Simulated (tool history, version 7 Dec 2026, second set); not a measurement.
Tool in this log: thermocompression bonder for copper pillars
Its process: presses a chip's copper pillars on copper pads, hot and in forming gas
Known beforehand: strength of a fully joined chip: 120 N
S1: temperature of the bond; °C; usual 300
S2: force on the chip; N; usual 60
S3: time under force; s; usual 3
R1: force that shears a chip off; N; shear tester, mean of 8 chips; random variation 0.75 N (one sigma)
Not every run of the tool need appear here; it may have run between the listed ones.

run     day   S1  S2  S3    R1
  1       0  300  60   3  64.3
  2   1.108  300  60   3  64.9
      1.962  -- forming gas filter changed
  3   2.838  300  60   3  67.2
  4   4.558  300  60   3  65.6
  5   5.925  300  60   3    64
  6   6.862  300  60   3  64.6
  7   8.092  300  60   3  63.1
      8.658  -- forming gas filter changed
  8   9.929  302  60   3  66.9
  9  11.579  302  60   3    66
 10  13.317  302  60   3  64.1
       15.3  -- forming gas filter changed
 11    15.3  302  78   3  83.3
 12  17.029  302  78   3  81.9
 13  18.292  300  60   3  65.5
 14  19.658  300  60   3  62.9
     20.442  -- force cell calibrated
 15  21.171  325  67   4  83.3
     22.042  -- forming gas filter changed
 16  22.512  274  56   4  53.8
 17  24.204  330  56   6  86.8
 18  25.196  280  60   3    52
 19  26.217  280  60   3  52.2
 20  27.196  280  60   3  50.8
     28.712  -- forming gas filter changed
 21  29.142  283  60   4  60.7
 22  30.462  329  60   5  88.8

What does the tool deliver on the next run?
 23  31.629  275  60   2   ?

For run 23 the tool returned R1 41.9 N.
Had the tool carried no hidden state, the very same run would have given R1 49.4 N.

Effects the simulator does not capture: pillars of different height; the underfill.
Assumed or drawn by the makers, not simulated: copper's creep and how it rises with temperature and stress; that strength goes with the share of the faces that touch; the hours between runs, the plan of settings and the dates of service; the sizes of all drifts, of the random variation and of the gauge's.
